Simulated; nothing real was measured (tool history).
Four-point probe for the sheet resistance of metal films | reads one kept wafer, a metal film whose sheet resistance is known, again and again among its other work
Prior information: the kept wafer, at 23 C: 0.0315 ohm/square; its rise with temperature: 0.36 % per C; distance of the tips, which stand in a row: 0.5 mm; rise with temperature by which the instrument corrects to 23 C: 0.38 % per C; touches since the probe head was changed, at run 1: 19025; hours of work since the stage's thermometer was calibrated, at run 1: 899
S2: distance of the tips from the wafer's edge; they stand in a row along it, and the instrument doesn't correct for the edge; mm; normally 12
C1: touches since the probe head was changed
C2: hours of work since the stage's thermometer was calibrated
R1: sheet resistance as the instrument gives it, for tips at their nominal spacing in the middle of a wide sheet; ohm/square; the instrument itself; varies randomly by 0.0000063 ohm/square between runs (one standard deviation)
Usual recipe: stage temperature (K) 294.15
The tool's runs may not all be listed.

run 1 hour=0 | stage_temperature_(K)=294.15 S2=12 | C1=19025 C2=899 | R1=0.031461
run 2 hour=24.5 | stage_temperature_(K)=301.15 S2=12 | C1=20468 C2=917 | R1=0.031422
run 3 hour=40.4 | stage_temperature_(K)=292.15 S2=12 | C1=21400 C2=929 | R1=0.031486
run 4 hour=62.4 | stage_temperature_(K)=292.15 S2=12 | C1=22698 C2=945 | R1=0.031495
run 5 hour=91 | stage_temperature_(K)=304.15 S2=12 | C1=24380 C2=967 | R1=0.031409
run 6 hour=105.2 | stage_temperature_(K)=294.15 S2=12 | C1=25219 C2=977 | R1=0.031461
run 7 hour=122 | stage_temperature_(K)=294.15 S2=12 | C1=26206 C2=990 | R1=0.031477
run 8 hour=149.2 | stage_temperature_(K)=294.15 S2=12 | C1=27807 C2=1010 | R1=0.031461
run 9 hour=170.8 | stage_temperature_(K)=294.15 S2=12 | C1=29077 C2=1027 | R1=0.031452
run 10 hour=185 | stage_temperature_(K)=294.15 S2=12 | C1=29913 C2=1037 | R1=0.031467
run 11 hour=207.5 | stage_temperature_(K)=294.15 S2=12 | C1=31236 C2=1054 | R1=0.03147
run 12 hour=220.4 | stage_temperature_(K)=294.15 S2=12 | C1=31995 C2=1064 | R1=0.031458
run 13 hour=245.5 | stage_temperature_(K)=294.15 S2=12 | C1=33473 C2=1083 | R1=0.031467
run 14 hour=265.4 | stage_temperature_(K)=294.15 S2=12 | C1=34644 C2=1097 | R1=0.031461
run 15 hour=292.5 | stage_temperature_(K)=294.15 S2=12 | C1=36237 C2=1118 | R1=0.03146
run 16 hour=318.1 | stage_temperature_(K)=296.15 S2=12 | C1=37747 C2=1137 | R1=0.031455
run 17 hour=339.6 | stage_temperature_(K)=296.15 S2=12 | C1=39014 C2=1153 | R1=0.031443
run 18 hour=367.4 | stage_temperature_(K)=294.15 S2=12 | C1=40648 C2=1174 | R1=0.031464
run 19 hour=392.9 | stage_temperature_(K)=307.15 S2=44 | C1=42151 C2=1193 | R1=0.03136
run 20 hour=407.2 | stage_temperature_(K)=293.15 S2=35 | C1=42988 C2=1204 | R1=0.031453
run 21 hour=418.7 | stage_temperature_(K)=293.15 S2=35 | C1=43664 C2=1212 | R1=0.031436
-- hour=420.6 stage's thermometer calibrated
run 22 hour=447.6 | stage_temperature_(K)=292.15 S2=10 | C1=45336 C2=20 | R1=0.031502
run 23 hour=470.5 | stage_temperature_(K)=292.15 S2=10 | C1=46685 C2=37 | R1=0.031492
run 24 hour=488.7 | stage_temperature_(K)=293.15 S2=20 | C1=47755 C2=51 | R1=0.031456
-- hour=509 stage's thermometer calibrated, once more
run 25 hour=516.7 | stage_temperature_(K)=293.15 S2=12 | C1=49374 C2=6 | R1=0.031407
run 26 hour=535.5 | stage_temperature_(K)=293.15 S2=12 | C1=50480 C2=20 | R1=0.03141
run 27 hour=547.8 | stage_temperature_(K)=308.15 S2=6 | C1=51208 C2=29 | R1=0.031414
run 28 hour=559.5 | stage_temperature_(K)=306.15 S2=33 | C1=51895 C2=38 | R1=0.031297
run 29 hour=585.4 | stage_temperature_(K)=306.15 S2=33 | C1=53417 C2=57 | R1=0.031305
run 30 hour=606 | stage_temperature_(K)=306.15 S2=33 | C1=54629 C2=73 | R1=0.031295
run 31 hour=625.7 | stage_temperature_(K)=293.15 S2=17 | C1=55789 C2=87 | R1=0.031395
run 32 hour=639.7 | stage_temperature_(K)=293.15 S2=17 | C1=56615 C2=98 | R1=0.031393
run 33 hour=653.6 | stage_temperature_(K)=294.15 S2=46 | C1=57433 C2=108 | R1=0.031369
run 34 hour=682.1 | stage_temperature_(K)=302.15 S2=47 | C1=59107 C2=130 | R1=0.031316
run 35 hour=701.9 | stage_temperature_(K)=291.15 S2=29 | C1=60275 C2=145 | R1=0.031395

5 ways to go on from here, each from the tool as it stands after run 35. What would each give?
run A hour=713.9 | stage_temperature_(K)=295.15 S2=11 | C1=60978 C2=153 | R1=?
run B hour=713.9 | stage_temperature_(K)=293.15 S2=12 | C1=60978 C2=153 | R1=?
run C hour=713.9 | stage_temperature_(K)=305.15 S2=35 | C1=60978 C2=153 | R1=?
run D hour=713.9 | stage_temperature_(K)=303.15 S2=12 | C1=60978 C2=153 | R1=?
run E hour=713.9 | stage_temperature_(K)=296.15 S2=17 | C1=60978 C2=153 | R1=?

run=A R1=0.031403
run=B R1=0.031408
run=C R1=0.031313
run=D R1=0.03135
run=E R1=0.031369
With the hidden condition removed and each run's random variation left untouched, the same runs would have given:
run=A R1=0.031546
run=B R1=0.031551
run=C R1=0.031456
run=D R1=0.031493
run=E R1=0.031512
